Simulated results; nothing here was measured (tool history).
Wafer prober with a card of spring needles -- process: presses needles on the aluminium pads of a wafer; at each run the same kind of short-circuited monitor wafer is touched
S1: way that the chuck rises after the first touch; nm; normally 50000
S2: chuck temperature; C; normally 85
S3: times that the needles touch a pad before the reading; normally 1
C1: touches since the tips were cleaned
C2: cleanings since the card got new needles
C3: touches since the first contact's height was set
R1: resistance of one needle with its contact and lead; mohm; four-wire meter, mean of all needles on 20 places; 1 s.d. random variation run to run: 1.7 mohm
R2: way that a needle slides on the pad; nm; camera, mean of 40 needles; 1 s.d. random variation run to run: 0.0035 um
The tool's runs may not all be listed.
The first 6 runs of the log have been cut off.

-- day=1.875 tips cleaned on abrasive film
run 7 day=2.179 | S1=50000 S2=85 S3=1 | C1=2511 C2=4 C3=31763 | R1=253 R2=7649
run 8 day=2.450 | S1=50000 S2=85 S3=1 | C1=4777 C2=4 C3=34029 | R1=283 R2=7644
-- day=2.762 tips cleaned on abrasive film
run 9 day=2.796 | S1=50000 S2=85 S3=1 | C1=304 C2=5 C3=36862 | R1=185 R2=7644
run 10 day=3.304 | S1=50000 S2=85 S3=1 | C1=4507 C2=5 C3=41065 | R1=286 R2=7643
-- day=3.638 tips cleaned on abrasive film
run 11 day=3.638 | S1=50000 S2=85 S3=2 | C1=0 C2=6 C3=43763 | R1=172 R2=7636
run 12 day=4.067 | S1=31000 S2=85 S3=1 | C1=3572 C2=6 C3=47335 | R1=435 R2=4717
run 13 day=4.471 | S1=50000 S2=85 S3=1 | C1=6917 C2=6 C3=50680 | R1=311 R2=7640
-- day=4.504 tips cleaned on abrasive film
run 14 day=4.750 | S1=50000 S2=85 S3=1 | C1=2063 C2=7 C3=52964 | R1=244 R2=7626
run 15 day=5.267 | S1=50000 S2=85 S3=1 | C1=6334 C2=7 C3=57235 | R1=305 R2=7627
-- day=5.383 tips cleaned on abrasive film
run 16 day=5.742 | S1=50000 S2=85 S3=1 | C1=2963 C2=8 C3=61134 | R1=265 R2=7624
run 17 day=6.217 | S1=50000 S2=81 S3=1 | C1=6894 C2=8 C3=65065 | R1=308 R2=7618
-- day=6.267 tips cleaned on abrasive film
-- day=6.375 height of the first contact set anew
run 18 day=6.717 | S1=36000 S2=43 S3=3 | C1=3620 C2=9 C3=2829 | R1=240 R2=5437
run 19 day=6.958 | S1=36000 S2=43 S3=3 | C1=5632 C2=9 C3=4841 | R1=256 R2=5435
-- day=7.150 tips cleaned on abrasive film
run 20 day=7.367 | S1=50000 S2=43 S3=3 | C1=1799 C2=10 C3=8169 | R1=184 R2=7570
run 21 day=7.846 | S1=35000 S2=39 S3=1 | C1=5750 C2=10 C3=12120 | R1=435 R2=5265
-- day=8.004 tips cleaned on abrasive film
run 22 day=8.096 | S1=35000 S2=39 S3=1 | C1=750 C2=11 C3=14167 | R1=247 R2=5260
run 23 day=8.571 | S1=35000 S2=39 S3=2 | C1=4683 C2=11 C3=18100 | R1=312 R2=5265
-- day=8.858 tips cleaned on abrasive film
run 24 day=9.012 | S1=35000 S2=39 S3=2 | C1=1275 C2=12 C3=21713 | R1=232 R2=5247
run 25 day=9.312 | S1=35000 S2=39 S3=2 | C1=3785 C2=12 C3=24223 | R1=302 R2=5256
-- day=9.429 height of the first contact set anew, once more
run 26 day=9.650 | S1=31000 S2=58 S3=1 | C1=6474 C2=12 C3=1851 | R1=494 R2=4758
-- day=9.758 tips cleaned on abrasive film
run 27 day=10.000 | S1=50000 S2=80 S3=2 | C1=2007 C2=13 C3=4690 | R1=209 R2=7669
run 28 day=10.512 | S1=54000 S2=71 S3=1 | C1=6248 C2=13 C3=8931 | R1=283 R2=8283
-- day=10.633 tips cleaned on abrasive film
run 29 day=10.921 | S1=35000 S2=71 S3=1 | C1=2384 C2=14 C3=12295 | R1=325 R2=5352
run 30 day=11.429 | S1=35000 S2=76 S3=3 | C1=6590 C2=14 C3=16501 | R1=266 R2=5359
-- day=11.488 tips cleaned on abrasive film
run 31 day=11.908 | S1=46000 S2=83 S3=1 | C1=3490 C2=15 C3=20424 | R1=293 R2=7037

Here are 3 independent what-if runs from the current tool condition. What would each one return?
run A day=12.246 | S1=33000 S2=91 S3=2 | C1=6292 C2=15 C3=23226 | R1=? R2=?
run B day=12.246 | S1=57000 S2=114 S3=2 | C1=6292 C2=15 C3=23226 | R1=? R2=?
run C day=12.246 | S1=46000 S2=80 S3=1 | C1=6292 C2=15 C3=23226 | R1=? R2=?

run=A R1=350 R2=5035
run=B R1=233 R2=8724
run=C R1=334 R2=7038
What these runs would have given with no unlogged condition in the tool:
run=A R1=179 R2=5062
run=B R1=167 R2=8752
run=C R1=167 R2=7065
